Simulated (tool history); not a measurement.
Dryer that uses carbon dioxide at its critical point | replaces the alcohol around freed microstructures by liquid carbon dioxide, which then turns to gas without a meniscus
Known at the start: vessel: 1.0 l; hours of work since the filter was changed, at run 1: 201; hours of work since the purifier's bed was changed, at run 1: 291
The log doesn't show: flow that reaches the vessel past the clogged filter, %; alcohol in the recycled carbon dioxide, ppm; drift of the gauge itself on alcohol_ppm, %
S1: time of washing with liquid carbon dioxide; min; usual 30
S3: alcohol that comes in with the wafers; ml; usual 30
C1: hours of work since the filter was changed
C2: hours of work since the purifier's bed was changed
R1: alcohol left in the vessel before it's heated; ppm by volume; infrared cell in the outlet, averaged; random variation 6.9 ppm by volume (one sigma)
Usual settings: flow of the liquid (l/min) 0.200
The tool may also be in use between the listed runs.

run 1 hour=0.0 | S1=30 flow_of_the_liquid_(l/min)=0.200 S3=30 | C1=201 C2=291 | R1=383
run 2 hour=5.2 | S1=30 flow_of_the_liquid_(l/min)=0.200 S3=105 | C1=205 C2=294 | R1=1309
run 3 hour=11.0 | S1=30 flow_of_the_liquid_(l/min)=0.200 S3=30 | C1=209 C2=298 | R1=387
run 4 hour=22.2 | S1=30 flow_of_the_liquid_(l/min)=0.270 S3=30 | C1=217 C2=306 | R1=101
run 5 hour=35.1 | S1=30 flow_of_the_liquid_(l/min)=0.270 S3=30 | C1=226 C2=315 | R1=97
run 6 hour=45.4 | S1=30 flow_of_the_liquid_(l/min)=0.270 S3=30 | C1=233 C2=323 | R1=101
run 7 hour=51.3 | S1=30 flow_of_the_liquid_(l/min)=0.200 S3=30 | C1=237 C2=327 | R1=379
run 8 hour=62.3 | S1=30 flow_of_the_liquid_(l/min)=0.200 S3=30 | C1=245 C2=335 | R1=375
run 9 hour=71.5 | S1=30 flow_of_the_liquid_(l/min)=0.200 S3=30 | C1=252 C2=341 | R1=394
run 10 hour=82.2 | S1=30 flow_of_the_liquid_(l/min)=0.200 S3=30 | C1=259 C2=349 | R1=385
run 11 hour=89.7 | S1=30 flow_of_the_liquid_(l/min)=0.171 S3=30 | C1=264 C2=354 | R1=721
run 12 hour=94.9 | S1=30 flow_of_the_liquid_(l/min)=0.171 S3=30 | C1=268 C2=358 | R1=733
run 13 hour=107.3 | S1=30 flow_of_the_liquid_(l/min)=0.299 S3=30 | C1=277 C2=366 | R1=63
run 14 hour=113.0 | S1=30 flow_of_the_liquid_(l/min)=0.299 S3=30 | C1=281 C2=370 | R1=71
run 15 hour=125.0 | S1=30 flow_of_the_liquid_(l/min)=0.299 S3=30 | C1=289 C2=379 | R1=80
run 16 hour=131.5 | S1=30 flow_of_the_liquid_(l/min)=0.299 S3=30 | C1=294 C2=384 | R1=58
run 17 hour=143.3 | S1=30 flow_of_the_liquid_(l/min)=0.200 S3=30 | C1=302 C2=392 | R1=418
run 18 hour=155.3 | S1=30 flow_of_the_liquid_(l/min)=0.302 S3=30 | C1=311 C2=400 | R1=69
run 19 hour=161.3 | S1=30 flow_of_the_liquid_(l/min)=0.200 S3=69 | C1=315 C2=405 | R1=916
run 20 hour=167.4 | S1=30 flow_of_the_liquid_(l/min)=0.230 S3=30 | C1=319 C2=409 | R1=235
run 21 hour=173.2 | S1=30 flow_of_the_liquid_(l/min)=0.230 S3=30 | C1=323 C2=413 | R1=243
run 22 hour=184.1 | S1=30 flow_of_the_liquid_(l/min)=0.230 S3=30 | C1=331 C2=421 | R1=231
run 23 hour=189.5 | S1=30 flow_of_the_liquid_(l/min)=0.200 S3=31 | C1=335 C2=425 | R1=448
run 24 hour=199.3 | S1=30 flow_of_the_liquid_(l/min)=0.200 S3=31 | C1=342 C2=431 | R1=440
run 25 hour=210.6 | S1=46 flow_of_the_liquid_(l/min)=0.150 S3=31 | C1=350 C2=440 | R1=251
run 26 hour=220.5 | S1=46 flow_of_the_liquid_(l/min)=0.150 S3=31 | C1=357 C2=447 | R1=239
run 27 hour=227.7 | S1=31 flow_of_the_liquid_(l/min)=0.200 S3=21 | C1=362 C2=452 | R1=271
run 28 hour=233.7 | S1=30 flow_of_the_liquid_(l/min)=0.263 S3=30 | C1=366 C2=456 | R1=134
run 29 hour=243.6 | S1=30 flow_of_the_liquid_(l/min)=0.263 S3=80 | C1=373 C2=463 | R1=294
run 30 hour=249.1 | S1=40 flow_of_the_liquid_(l/min)=0.249 S3=26 | C1=377 C2=467 | R1=53
run 31 hour=255.0 | S1=21 flow_of_the_liquid_(l/min)=0.150 S3=26 | C1=381 C2=471 | R1=2772
run 32 hour=261.8 | S1=28 flow_of_the_liquid_(l/min)=0.181 S3=26 | C1=386 C2=476 | R1=743
run 33 hour=270.7 | S1=28 flow_of_the_liquid_(l/min)=0.191 S3=23 | C1=392 C2=482 | R1=536
run 34 hour=277.3 | S1=30 flow_of_the_liquid_(l/min)=0.200 S3=105 | C1=397 C2=487 | R1=1438
run 35 hour=284.6 | S1=30 flow_of_the_liquid_(l/min)=0.304 S3=35 | C1=402 C2=492 | R1=90
run 36 hour=289.9 | S1=22 flow_of_the_liquid_(l/min)=0.180 S3=30 | C1=406 C2=496 | R1=1817
-- hour=301.0 inlet filter changed
run 37 hour=302.8 | S1=22 flow_of_the_liquid_(l/min)=0.180 S3=30 | C1=1 C2=504 | R1=1497
run 38 hour=313.0 | S1=22 flow_of_the_liquid_(l/min)=0.180 S3=30 | C1=9 C2=511 | R1=1503
run 39 hour=321.6 | S1=24 flow_of_the_liquid_(l/min)=0.241 S3=117 | C1=15 C2=517 | R1=1477
run 40 hour=330.7 | S1=24 flow_of_the_liquid_(l/min)=0.290 S3=117 | C1=21 C2=524 | R1=626
run 41 hour=339.8 | S1=40 flow_of_the_liquid_(l/min)=0.190 S3=36 | C1=27 C2=530 | R1=161
run 42 hour=349.8 | S1=40 flow_of_the_liquid_(l/min)=0.190 S3=36 | C1=35 C2=537 | R1=166
run 43 hour=359.0 | S1=40 flow_of_the_liquid_(l/min)=0.183 S3=75 | C1=41 C2=544 | R1=329
run 44 hour=366.3 | S1=37 flow_of_the_liquid_(l/min)=0.284 S3=46 | C1=46 C2=549 | R1=44
run 45 hour=378.2 | S1=39 flow_of_the_liquid_(l/min)=0.281 S3=56 | C1=55 C2=557 | R1=59
run 46 hour=384.4 | S1=39 flow_of_the_liquid_(l/min)=0.281 S3=56 | C1=59 C2=562 | R1=60

Forecast each of these 4 alternatives for the next run:
run A hour=393.2 | S1=39 flow_of_the_liquid_(l/min)=0.198 S3=56 | C1=65 C2=568 | R1=?
run B hour=393.2 | S1=39 flow_of_the_liquid_(l/min)=0.123 S3=56 | C1=65 C2=568 | R1=?
run C hour=393.2 | S1=39 flow_of_the_liquid_(l/min)=0.162 S3=34 | C1=65 C2=568 | R1=?
run D hour=393.2 | S1=44 flow_of_the_liquid_(l/min)=0.281 S3=81 | C1=65 C2=568 | R1=?

run=A R1=216
run=B R1=1590
run=C R1=340
run=D R1=63
Without the tool's hidden state the same runs would have given:
run=A R1=164
run=B R1=1496
run=C R1=286
run=D R1=20

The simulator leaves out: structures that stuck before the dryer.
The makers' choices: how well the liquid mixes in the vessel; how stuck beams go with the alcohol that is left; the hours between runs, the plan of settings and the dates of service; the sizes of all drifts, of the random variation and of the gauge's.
